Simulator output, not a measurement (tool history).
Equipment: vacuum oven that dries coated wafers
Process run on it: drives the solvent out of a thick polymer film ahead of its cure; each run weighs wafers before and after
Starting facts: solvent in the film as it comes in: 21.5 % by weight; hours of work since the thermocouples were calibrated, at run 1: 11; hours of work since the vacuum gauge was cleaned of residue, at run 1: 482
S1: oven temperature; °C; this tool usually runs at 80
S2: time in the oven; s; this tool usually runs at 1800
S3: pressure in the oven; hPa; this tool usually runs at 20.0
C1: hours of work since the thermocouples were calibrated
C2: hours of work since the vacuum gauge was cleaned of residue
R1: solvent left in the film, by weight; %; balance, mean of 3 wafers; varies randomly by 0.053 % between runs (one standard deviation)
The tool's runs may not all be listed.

Run 1, day 0.000: usual settings; C1 11; C2 482. Result: R1 1.71 %.
Run 2, day 0.696: usual settings but S2 1440 s; C1 18; C2 489. Result: R1 2.30 %.
Run 3, day 1.967: usual settings but S2 1080 s; C1 32; C2 504. Result: R1 3.29 %.
Run 4, day 2.750: usual settings but S1 77 °C; C1 41; C2 512. Result: R1 2.21 %.
Run 5, day 3.417: usual settings; C1 49; C2 520. Result: R1 1.85 %.
Run 6, day 4.521: usual settings but S1 89 °C; C1 61; C2 532. Result: R1 0.97 %.
Run 7, day 5.379: usual settings but S3 10.6 hPa; C1 70; C2 542. Result: R1 1.34 %.
Run 8, day 6.362: usual settings but S3 29.3 hPa; C1 81; C2 553. Result: R1 2.30 %.
Run 9, day 7.704: usual settings but S3 29.3 hPa; C1 96; C2 567. Result: R1 2.48 %.
Run 10, day 8.729: usual settings; C1 108; C2 579. Result: R1 1.94 %.
Run 11, day 9.308: usual settings but S2 1620 s; C1 114; C2 585. Result: R1 2.12 %.
Run 12, day 9.862: usual settings but S2 1620 s; C1 120; C2 591. Result: R1 2.04 %.
Run 13, day 10.625: usual settings but S2 1620 s; C1 129; C2 600. Result: R1 2.15 %.
Run 14, day 11.271: usual settings; C1 136; C2 607. Result: R1 1.82 %.
Run 15, day 11.996: usual settings; C1 144; C2 615. Result: R1 1.91 %.
Run 16, day 13.275: usual settings; C1 158; C2 629. Result: R1 1.96 %.
Run 17, day 13.892: usual settings; C1 165; C2 636. Result: R1 1.81 %.
Run 18, day 15.208: usual settings; C1 180; C2 651. Result: R1 1.92 %.
Run 19, day 15.858: usual settings; C1 187; C2 658. Result: R1 1.90 %.
Run 20, day 16.550: usual settings but S2 2220 s; C1 195; C2 666. Result: R1 1.64 %.
Run 21, day 17.250: usual settings but S2 1080 s; C1 203; C2 674. Result: R1 3.57 %.
Run 22, day 18.088: usual settings but S2 1080 s; C1 212; C2 683. Result: R1 3.53 %.
Run 23, day 18.879: usual settings but S2 1080 s; C1 221; C2 692. Result: R1 3.45 %.
Run 24, day 19.533: usual settings but S1 79 °C, S2 1980 s, S3 64.7 hPa; C1 228; C2 699. Result: R1 4.69 %.
Run 25, day 20.621: usual settings but S2 1980 s, S3 44.4 hPa; C1 240; C2 711. Result: R1 3.26 %.
Run 26, day 21.662: usual settings but S1 81 °C, S2 2580 s, S3 47.3 hPa; C1 252; C2 723. Result: R1 3.12 %.
Run 27, day 22.592: usual settings but S1 81 °C, S2 2580 s, S3 47.3 hPa; C1 262; C2 733. Result: R1 3.02 %.
Run 28, day 23.917: usual settings but S1 81 °C, S2 2580 s, S3 47.3 hPa; C1 277; C2 748. Result: R1 3.08 %.
Run 29, day 24.704: usual settings but S1 74 °C, S2 2460 s, S3 13.4 hPa; C1 286; C2 757. Result: R1 1.81 %.
Run 30, day 25.246: usual settings but S1 86 °C, S2 2160 s; C1 292; C2 763. Result: R1 1.19 %.
Run 31, day 25.796: usual settings but S1 86 °C, S2 2160 s; C1 298; C2 769. Result: R1 1.25 %.
Run 32, day 26.767: usual settings but S1 83 °C, S2 1620 s, S3 25.5 hPa; C1 309; C2 780. Result: R1 1.98 %.
Run 33, day 28.083: usual settings but S1 73 °C, S2 3120 s, S3 13.7 hPa; C1 323; C2 794. Result: R1 1.60 %.
Run 34, day 28.975: usual settings but S1 73 °C, S2 3120 s, S3 13.7 hPa; C1 333; C2 804. Result: R1 1.71 %.
Run 35, day 29.912: usual settings but S1 73 °C, S2 3120 s, S3 13.7 hPa; C1 344; C2 815. Result: R1 1.71 %.
Run 36, day 31.175: usual settings but S1 75 °C, S2 1380 s, S3 17.6 hPa; C1 358; C2 829. Result: R1 3.89 %.
Run 37, day 31.871: usual settings but S1 75 °C, S2 1380 s, S3 17.6 hPa; C1 365; C2 836. Result: R1 3.72 %.
Run 38, day 33.142: usual settings but S2 2520 s; C1 379; C2 851. Result: R1 1.68 %.
Run 39, day 34.200: usual settings but S1 65 °C, S2 2520 s, S3 23.1 hPa; C1 391; C2 862. Result: R1 4.82 %.
Run 40, day 35.479: usual settings but S1 83 °C, S3 15.6 hPa; C1 405; C2 877. Result: R1 1.46 %.
Run 41, day 36.342: usual settings but S1 83 °C, S2 1860 s, S3 27.1 hPa; C1 415; C2 886. Result: R1 1.97 %.
Run 42, day 37.425: usual settings but S1 83 °C, S2 1860 s, S3 27.1 hPa; C1 427; C2 898. Result: R1 1.95 %.

What if the next run were any one of these 4? Each begins from the tool's condition after run 42:
Run A, day 38.046: usual settings but S1 67 °C, S2 1920 s; C1 434; C2 905. Result: R1 ?.
Run B, day 38.046: usual settings but S1 70 °C, S2 1860 s, S3 27.1 hPa; C1 434; C2 905. Result: R1 ?.
Run C, day 38.046: usual settings but S1 76 °C, S2 2340 s, S3 27.1 hPa; C1 434; C2 905. Result: R1 ?.
Run D, day 38.046: usual settings but S2 1440 s, S3 71.9 hPa; C1 434; C2 905. Result: R1 ?.

run    R1
  A  5.10
  B  4.81
  C  2.78
  D  5.72
The same runs, with their run-to-run variation unchanged, on a tool lacking any hidden condition would have given:
run    R1
  A  4.45
  B  4.21
  C  2.35
  D  5.24
